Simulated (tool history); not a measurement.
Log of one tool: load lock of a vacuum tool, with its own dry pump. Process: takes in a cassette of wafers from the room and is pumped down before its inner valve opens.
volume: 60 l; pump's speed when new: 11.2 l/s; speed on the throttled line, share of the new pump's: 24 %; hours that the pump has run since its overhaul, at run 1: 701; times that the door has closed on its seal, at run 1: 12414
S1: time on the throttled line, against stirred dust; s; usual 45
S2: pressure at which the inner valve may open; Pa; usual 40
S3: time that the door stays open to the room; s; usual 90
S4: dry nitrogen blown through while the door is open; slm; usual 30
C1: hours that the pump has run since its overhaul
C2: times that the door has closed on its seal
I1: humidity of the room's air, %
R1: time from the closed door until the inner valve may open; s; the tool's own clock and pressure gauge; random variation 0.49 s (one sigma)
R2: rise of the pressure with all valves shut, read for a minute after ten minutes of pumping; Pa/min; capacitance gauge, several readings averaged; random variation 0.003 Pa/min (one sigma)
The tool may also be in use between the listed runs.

{"run": 1, "day": 0.0, "S1": 45, "S2": 40, "S3": 90, "S4": 30, "C1": 701, "C2": 12414, "I1": 45.3, "R1": 76.1, "R2": 0.153}
{"run": 2, "day": 2.483, "S1": 45, "S2": 40, "S3": 90, "S4": 30, "C1": 761, "C2": 12650, "I1": 46.4, "R1": 76.2, "R2": 0.159}
{"run": 3, "day": 6.067, "S1": 45, "S2": 40, "S3": 90, "S4": 30, "C1": 847, "C2": 12992, "I1": 45.1, "R1": 76.5, "R2": 0.161}
{"run": 4, "day": 9.746, "S1": 45, "S2": 40, "S3": 90, "S4": 30, "C1": 935, "C2": 13343, "I1": 42.0, "R1": 76.2, "R2": 0.163}
{"run": 5, "day": 11.625, "S1": 45, "S2": 40, "S3": 90, "S4": 30, "C1": 980, "C2": 13522, "I1": 44.2, "R1": 75.9, "R2": 0.167}
{"run": 6, "day": 15.604, "S1": 45, "S2": 40, "S3": 90, "S4": 15, "C1": 1076, "C2": 13901, "I1": 43.3, "R1": 76.6, "R2": 0.191}
{"run": 7, "day": 18.758, "S1": 45, "S2": 40, "S3": 90, "S4": 30, "C1": 1151, "C2": 14202, "I1": 45.7, "R1": 77.2, "R2": 0.175}
{"run": 8, "day": 22.721, "S1": 45, "S2": 40, "S3": 90, "S4": 30, "C1": 1246, "C2": 14579, "I1": 43.3, "R1": 77.5, "R2": 0.178}
{"run": 9, "day": 25.596, "S1": 45, "S2": 40, "S3": 90, "S4": 26, "C1": 1315, "C2": 14853, "I1": 46.1, "R1": 77.1, "R2": 0.185}
{"run": 10, "day": 29.083, "S1": 49, "S2": 34, "S3": 32, "S4": 22, "C1": 1399, "C2": 15185, "I1": 45.3, "R1": 80.5, "R2": 0.173}
{"run": 11, "day": 31.117, "S1": 49, "S2": 34, "S3": 32, "S4": 22, "C1": 1448, "C2": 15379, "I1": 46.5, "R1": 81.0, "R2": 0.182}
{"run": 12, "day": 34.317, "S1": 45, "S2": 40, "S3": 60, "S4": 30, "C1": 1525, "C2": 15685, "I1": 44.4, "R1": 78.1, "R2": 0.187}
{"run": 13, "day": 36.375, "S1": 45, "S2": 29, "S3": 112, "S4": 30, "C1": 1574, "C2": 15880, "I1": 46.4, "R1": 79.2, "R2": 0.205}
{"run": 14, "day": 38.667, "S1": 45, "S2": 40, "S3": 90, "S4": 30, "C1": 1629, "C2": 16099, "I1": 42.3, "R1": 77.4, "R2": 0.199}
{"run": 15, "day": 40.962, "S1": 81, "S2": 35, "S3": 193, "S4": 17, "C1": 1684, "C2": 16318, "I1": 43.6, "R1": 105.4, "R2": 0.231}
{"run": 16, "day": 42.942, "S1": 81, "S2": 35, "S3": 193, "S4": 17, "C1": 1732, "C2": 16506, "I1": 47.0, "R1": 105.0, "R2": 0.235}
{"run": 17, "day": 46.288, "S1": 86, "S2": 42, "S3": 90, "S4": 12, "C1": 1812, "C2": 16825, "I1": 46.2, "R1": 106.8, "R2": 0.232}
{"run": 18, "day": 48.562, "S1": 45, "S2": 40, "S3": 93, "S4": 16, "C1": 1867, "C2": 17042, "I1": 43.2, "R1": 77.3, "R2": 0.225}

Forecast each of these 3 alternatives for the next run:
{"run": "A", "day": 50.55, "S1": 45, "S2": 40, "S3": 93, "S4": 7, "C1": 1914, "C2": 17231, "I1": 47.0, "R1": "?", "R2": "?"}
{"run": "B", "day": 50.55, "S1": 23, "S2": 40, "S3": 93, "S4": 16, "C1": 1914, "C2": 17231, "I1": 43.9, "R1": "?", "R2": "?"}
{"run": "C", "day": 50.55, "S1": 51, "S2": 58, "S3": 226, "S4": 16, "C1": 1914, "C2": 17231, "I1": 47.6, "R1": "?", "R2": "?"}

run=A R1=78.2 R2=0.242
run=B R1=61.5 R2=0.225
run=C R1=79.9 R2=0.256
Without the tool's hidden state the same runs would have given:
run=A R1=76.8 R2=0.068
run=B R1=59.9 R2=0.050
run=C R1=78.7 R2=0.080
